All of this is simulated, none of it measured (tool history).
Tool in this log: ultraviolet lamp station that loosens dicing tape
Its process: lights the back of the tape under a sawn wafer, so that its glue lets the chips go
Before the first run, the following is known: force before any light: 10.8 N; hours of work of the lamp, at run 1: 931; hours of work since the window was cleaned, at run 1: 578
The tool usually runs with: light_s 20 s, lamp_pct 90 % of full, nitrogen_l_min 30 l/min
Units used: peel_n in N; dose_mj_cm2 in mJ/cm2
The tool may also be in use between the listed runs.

| run | hour | light_s | lamp_pct | nitrogen_l_min | hours of work of the lamp | hours of work since the window was cleaned | peel_n | dose_mj_cm2 |
|---|---|---|---|---|---|---|---|---|
| 1 | 0.0 | 20 | 90 | 30 | 931 | 578 | 0.522 | 172 |
| 2 | 35.3 | 20 | 90 | 30 | 951 | 599 | 0.555 | 177 |
|  | 88.2 | lamp changed |
| 3 | 95.0 | 20 | 90 | 56 | 4 | 633 | 0.123 | 232 |
|  | 135.7 | window cleaned of glue's vapour |
| 4 | 155.6 | 20 | 90 | 56 | 39 | 11 | 0.165 | 215 |
| 5 | 186.4 | 20 | 90 | 30 | 56 | 29 | 0.316 | 209 |
| 6 | 228.8 | 20 | 90 | 17 | 81 | 54 | 0.595 | 204 |
| 7 | 272.1 | 23 | 90 | 17 | 106 | 79 | 0.426 | 234 |
| 8 | 321.8 | 27 | 69 | 14 | 135 | 107 | 0.729 | 208 |
| 9 | 358.4 | 20 | 90 | 27 | 156 | 129 | 0.393 | 204 |
|  | 366.4 | window cleaned of glue's vapour, once more |
| 10 | 391.5 | 40 | 90 | 30 | 175 | 15 | 0.061 | 488 |
| 11 | 425.3 | 40 | 90 | 30 | 194 | 34 | 0.064 | 479 |
| 12 | 460.8 | 36 | 87 | 39 | 215 | 55 | 0.072 | 413 |
| 13 | 510.8 | 36 | 87 | 39 | 244 | 83 | 0.058 | 411 |

Alternative continuations, all from the tool just after run 13; predict every row:
| A | 539.7 | 20 | 67 | 40 | 260 | 100 | ? | ? |
| B | 539.7 | 36 | 71 | 39 | 260 | 100 | ? | ? |
| C | 539.7 | 20 | 77 | 30 | 260 | 100 | ? | ? |

| run | peel_n | dose_mj_cm2 |
|---|---|---|
| A | 0.407 | 173 |
| B | 0.082 | 330 |
| C | 0.367 | 200 |
Had the tool no hidden state, the same runs would have come out as:
| run | peel_n | dose_mj_cm2 |
|---|---|---|
| A | 0.305 | 191 |
| B | 0.074 | 364 |
| C | 0.276 | 220 |

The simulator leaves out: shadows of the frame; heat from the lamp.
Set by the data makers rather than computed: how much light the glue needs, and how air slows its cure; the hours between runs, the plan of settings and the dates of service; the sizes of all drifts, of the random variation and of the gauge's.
